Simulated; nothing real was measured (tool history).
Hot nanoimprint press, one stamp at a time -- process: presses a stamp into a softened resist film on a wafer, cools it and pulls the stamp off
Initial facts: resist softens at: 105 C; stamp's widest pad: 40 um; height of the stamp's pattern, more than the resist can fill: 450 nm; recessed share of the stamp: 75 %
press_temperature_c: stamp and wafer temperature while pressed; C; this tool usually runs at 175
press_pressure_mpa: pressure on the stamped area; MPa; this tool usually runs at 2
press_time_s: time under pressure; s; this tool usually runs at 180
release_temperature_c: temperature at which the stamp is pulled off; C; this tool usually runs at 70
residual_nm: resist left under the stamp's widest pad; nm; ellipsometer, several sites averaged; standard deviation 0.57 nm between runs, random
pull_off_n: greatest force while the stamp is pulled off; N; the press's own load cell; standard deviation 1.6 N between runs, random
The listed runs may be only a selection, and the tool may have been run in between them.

| run | hour | press_temperature_c | press_pressure_mpa | press_time_s | release_temperature_c | residual_nm | pull_off_n |
|---|---|---|---|---|---|---|---|
| 1 | 0 | 175 | 2 | 180 | 70 | 159.5 | 149 |
| 2 | 23.9 | 175 | 2 | 180 | 70 | 159.8 | 150 |
| 3 | 41.6 | 175 | 2 | 180 | 70 | 159.3 | 151 |
| 4 | 60.3 | 175 | 2 | 180 | 70 | 159.9 | 151 |
| 5 | 76.2 | 175 | 2 | 180 | 70 | 159.6 | 149 |
| 6 | 100.2 | 175 | 2 | 180 | 70 | 160.7 | 151 |
| 7 | 115.1 | 175 | 1.43 | 180 | 70 | 183 | 149 |
| 8 | 128.1 | 175 | 1.43 | 180 | 70 | 183.7 | 150 |
| 9 | 144.7 | 175 | 2 | 180 | 70 | 159.2 | 151 |
| 10 | 160.1 | 175 | 2 | 180 | 70 | 160.4 | 151 |
| 11 | 174.5 | 175 | 2 | 180 | 70 | 160.6 | 151 |
| 12 | 190.4 | 175 | 2 | 299 | 70 | 134.1 | 147 |
| 13 | 212.1 | 175 | 2 | 112 | 70 | 186.1 | 151 |
| 14 | 235.2 | 175 | 2 | 112 | 63 | 186.3 | 174 |
| 15 | 252.5 | 175 | 2 | 112 | 63 | 187.3 | 173 |
| 16 | 273.4 | 175 | 2 | 112 | 63 | 187.7 | 174 |

Expected results for the next run?
|  | 286.6 | stamp cleaned and given a new release coat |
| 17 | 290.3 | 170 | 3.12 | 180 | 70 | ? | ? |

Run 17 yielded residual_nm 158.9 nm, pull_off_n 151 N.
Minus the tool's unlogged condition, the same run would have read residual_nm 157 nm, pull_off_n 151 N.
